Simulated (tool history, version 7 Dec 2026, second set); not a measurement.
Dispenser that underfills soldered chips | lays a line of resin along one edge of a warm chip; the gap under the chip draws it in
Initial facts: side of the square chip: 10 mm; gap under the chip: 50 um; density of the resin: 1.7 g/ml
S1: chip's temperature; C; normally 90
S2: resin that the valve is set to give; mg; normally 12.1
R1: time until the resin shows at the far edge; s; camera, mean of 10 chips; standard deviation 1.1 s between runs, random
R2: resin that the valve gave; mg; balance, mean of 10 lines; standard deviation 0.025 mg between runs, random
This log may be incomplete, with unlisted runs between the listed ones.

Run 1, hour 0: usual settings. Result: R1 137.3 s, R2 12.13 mg.
At hour 2: new syringe of resin.
Run 2, hour 8.2: usual settings. Result: R1 122.6 s, R2 12.08 mg.
At hour 12.7: new syringe of resin.
Run 3, hour 21.1: usual settings but S1 80 C. Result: R1 187.2 s, R2 12.1 mg.
At hour 24: new syringe of resin.
Run 4, hour 29.8: usual settings but S1 80 C. Result: R1 168.7 s, R2 12.03 mg.
At hour 35.3: new syringe of resin.
Run 5, hour 44.8: usual settings but S1 80 C. Result: R1 190.6 s, R2 12 mg.
At hour 46.6: new syringe of resin.
Run 6, hour 51.8: usual settings. Result: R1 123.1 s, R2 11.98 mg.
At hour 57.9: new syringe of resin.
Run 7, hour 65.5: usual settings. Result: R1 128 s, R2 11.9 mg.
At hour 69: new syringe of resin.
Run 8, hour 78.5: usual settings. Result: R1 135.6 s, R2 11.93 mg.
At hour 80: new syringe of resin.
Run 9, hour 86.8: usual settings but S1 102 C. Result: R1 82.5 s, R2 11.87 mg.
At hour 91.5: new syringe of resin.
At hour 102.6: new syringe of resin.
Run 10, hour 102.9: usual settings but S2 13.8 mg. Result: R1 101.6 s, R2 13.53 mg.
At hour 114.3: new syringe of resin.
Run 11, hour 117: usual settings but S2 13.8 mg. Result: R1 106.8 s, R2 13.47 mg.
At hour 125.6: new syringe of resin.
Run 12, hour 132.9: usual settings but S2 13.8 mg. Result: R1 122.7 s, R2 13.41 mg.
At hour 136.6: new syringe of resin.
At hour 141.5: dispensing valve cleaned and set on the balance.
Run 13, hour 141.5: usual settings but S1 101 C. Result: R1 79.9 s, R2 12.09 mg.
At hour 148.9: new syringe of resin.
Run 14, hour 150: usual settings but S1 101 C. Result: R1 73.6 s, R2 12.05 mg.
At hour 160.2: new syringe of resin.
Run 15, hour 162.5: usual settings but S1 85 C, S2 12 mg. Result: R1 125.9 s, R2 11.91 mg.
At hour 171.6: new syringe of resin.
Run 16, hour 176.9: usual settings but S1 95 C, S2 15.4 mg. Result: R1 95.1 s, R2 15.27 mg.
At hour 182.8: new syringe of resin.
Run 17, hour 189.6: usual settings but S1 97 C, S2 15.4 mg. Result: R1 94.7 s, R2 15.2 mg.
At hour 193.9: new syringe of resin.
At hour 204.7: new syringe of resin.
Run 18, hour 204.8: usual settings but S1 77 C, S2 11.4 mg. Result: R1 162.4 s, R2 11.24 mg.
At hour 215.5: new syringe of resin.
Run 19, hour 215.9: usual settings but S1 98 C, S2 11.9 mg. Result: R1 80.6 s, R2 11.66 mg.
At hour 227.2: new syringe of resin.
Run 20, hour 231.9: usual settings but S1 98 C, S2 11.9 mg. Result: R1 90.8 s, R2 11.67 mg.
At hour 237.8: new syringe of resin.
Run 21, hour 247.5: usual settings but S1 87 C, S2 11.8 mg. Result: R1 145.5 s, R2 11.52 mg.
At hour 248.6: new syringe of resin.
At hour 259.3: new syringe of resin.
Run 22, hour 259.3: usual settings but S1 86 C, S2 12.4 mg. Result: R1 115.7 s, R2 12.05 mg.
Run 23, hour 266.8: usual settings but S1 98 C, S2 13.9 mg. Result: R1 95.8 s, R2 13.55 mg.
At hour 270.5: new syringe of resin.
At hour 281.4: new syringe of resin.
Run 24, hour 282.7: usual settings but S1 88 C, S2 10.6 mg. Result: R1 117.1 s, R2 10.28 mg.

Each row is a separate what-if for the run after 24, all from the same tool condition, not one after another. Results?
At hour 289.8: dispensing valve cleaned and set on the balance.
Run A, hour 292.3: usual settings but S1 82 C, S2 11.9 mg. Result: R1 ?, R2 ?.
At hour 289.8: dispensing valve cleaned and set on the balance.
Run B, hour 292.3: usual settings but S1 88 C, S2 10.7 mg. Result: R1 ?, R2 ?.
At hour 289.8: dispensing valve cleaned and set on the balance.
Run C, hour 292.3: usual settings but S1 88 C, S2 13.5 mg. Result: R1 ?, R2 ?.

run     R1     R2
  A  175.1  11.97
  B  150.1  10.78
  C  139.9  13.51
Without the tool's hidden state the same runs would have given:
run     R1     R2
  A    139  11.96
  B  119.1  10.77
  C    111   13.5
